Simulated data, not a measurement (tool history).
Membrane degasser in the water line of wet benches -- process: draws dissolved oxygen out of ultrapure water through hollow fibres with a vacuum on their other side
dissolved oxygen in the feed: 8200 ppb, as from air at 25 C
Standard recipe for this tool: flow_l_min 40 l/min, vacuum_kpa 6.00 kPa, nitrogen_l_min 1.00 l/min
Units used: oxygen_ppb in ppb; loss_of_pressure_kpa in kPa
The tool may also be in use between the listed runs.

run   hour  flow_l_min  vacuum_kpa  nitrogen_l_min  oxygen_ppb  loss_of_pressure_kpa
  1    0.0          40        6.00            1.00       378.6                 69.41
  2   64.6          40        9.53            1.00       637.0                 69.53
  3  126.6          40        9.53            1.00       642.3                 70.65
  4  178.3          40        6.00            1.00       382.6                 69.26
  5  216.7          40        6.00            1.00       380.0                 69.80
     222.0  -- vacuum gauge calibrated
  6  279.5          40        6.00            1.00       381.5                 69.68
  7  326.8          25        9.64            2.10       216.8                 43.63
  8  393.8          61        6.01            1.00       719.1                106.66
  9  423.9          61        6.01            1.00       730.9                106.60
     475.2  -- vacuum gauge calibrated, once more
 10  483.7          61        6.01            1.00       729.4                106.71
 11  522.8          49        4.86            1.55       380.2                 84.96

Below are 4 alternative next runs, each starting from the tool's condition after run 11. Predict each:
  A  589.7          41        6.00            0.41           ?                     ?
  B  589.7          40       13.14            1.00           ?                     ?
  C  589.7          41       13.97            1.25           ?                     ?
  D  589.7          49       12.94            0.68           ?                     ?

run  oxygen_ppb  loss_of_pressure_kpa
  A       580.4                 71.12
  B       880.8                 69.44
  C       839.3                 71.32
  D      1316.4                 85.56
With the hidden condition removed and each run's random variation left untouched, the same runs would have given:
run  oxygen_ppb  loss_of_pressure_kpa
  A       580.4                 70.67
  B       877.5                 69.01
  C       835.0                 70.88
  D      1315.1                 85.03
